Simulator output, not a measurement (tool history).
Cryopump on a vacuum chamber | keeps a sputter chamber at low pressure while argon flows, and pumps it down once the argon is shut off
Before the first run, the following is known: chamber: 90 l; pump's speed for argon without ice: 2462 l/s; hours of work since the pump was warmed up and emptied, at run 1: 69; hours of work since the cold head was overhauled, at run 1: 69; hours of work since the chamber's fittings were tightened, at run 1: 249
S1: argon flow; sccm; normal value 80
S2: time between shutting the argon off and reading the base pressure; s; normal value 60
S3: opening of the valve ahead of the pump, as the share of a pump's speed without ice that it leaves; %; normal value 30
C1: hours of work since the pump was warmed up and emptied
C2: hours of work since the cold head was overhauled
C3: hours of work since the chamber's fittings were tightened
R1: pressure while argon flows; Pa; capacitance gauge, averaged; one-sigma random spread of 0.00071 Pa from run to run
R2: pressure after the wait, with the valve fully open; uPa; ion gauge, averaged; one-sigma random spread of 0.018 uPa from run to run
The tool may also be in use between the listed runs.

run,hour,S1,S2,S3,C1,C2,C3,R1,R2
1,0.0,80,60,30,69,69,249,0.1844,0.58
2,38.5,80,60,30,98,98,278,0.1845,0.59
3,67.2,80,60,20,120,120,300,0.2733,0.60
4,89.7,80,60,20,137,137,317,0.2761,0.62
5,124.1,80,60,20,163,163,343,0.2758,0.60
6,143.4,80,60,20,177,177,358,0.2759,0.61
7,181.3,80,60,20,206,206,386,0.2760,0.64
8,200.1,80,60,20,220,220,400,0.2775,0.59
9,241.7,80,60,20,251,251,432,0.2771,0.60
10,272.3,57,60,30,275,275,455,0.1331,0.64
11,305.7,57,60,30,300,300,480,0.1331,0.67
12,324.1,58,60,30,314,314,494,0.1342,0.65
13,360.7,80,32,19,341,341,522,0.2905,1.04
14,383.0,144,32,19,358,358,538,0.5277,1.04
15,401.2,119,45,16,372,372,552,0.5163,0.82
16,427.0,80,60,17,391,391,572,0.3262,0.64
17,467.3,80,60,17,422,422,602,0.3263,0.67
18,503.7,80,60,17,449,449,630,0.3262,0.66
19,544.5,80,60,17,480,480,660,0.3256,0.66
20,583.5,80,60,17,509,509,690,0.3283,0.67
21,611.6,80,60,30,531,531,711,0.1879,0.69
22,652.0,39,34,52,561,561,742,0.0540,0.97
23,679.5,39,34,52,582,582,762,0.0543,1.01
24,719.8,62,179,29,612,612,793,0.1517,0.39

Some steps in R1 between neighbouring runs. How much of each would the tool show without its hidden state too (settings, what came in, random variation), and how much is left for the hidden state, with any gauge scatter that isn't in both results?
Hidden state at play: pump's speed, % of a pump's without ice; cold plate's temperature, K; leak into the chamber, uPa l/s; drift of the gauge itself on working_pa, %; drift of the gauge itself on base_upa, %.
Run 13 -> 14: S1 80 -> 144. R1 +0.2372 Pa: hidden state +0.0028, all else +0.2344.
Run 15 -> 16: S1 119 -> 80, S2 45 -> 60, S3 16 -> 17. R1 -0.1901 Pa: hidden state -0.0016, all else -0.1885.
Run 21 -> 22: S1 80 -> 39, S2 60 -> 34, S3 30 -> 52. R1 -0.1339 Pa: hidden state -0.0023, all else -0.1316.

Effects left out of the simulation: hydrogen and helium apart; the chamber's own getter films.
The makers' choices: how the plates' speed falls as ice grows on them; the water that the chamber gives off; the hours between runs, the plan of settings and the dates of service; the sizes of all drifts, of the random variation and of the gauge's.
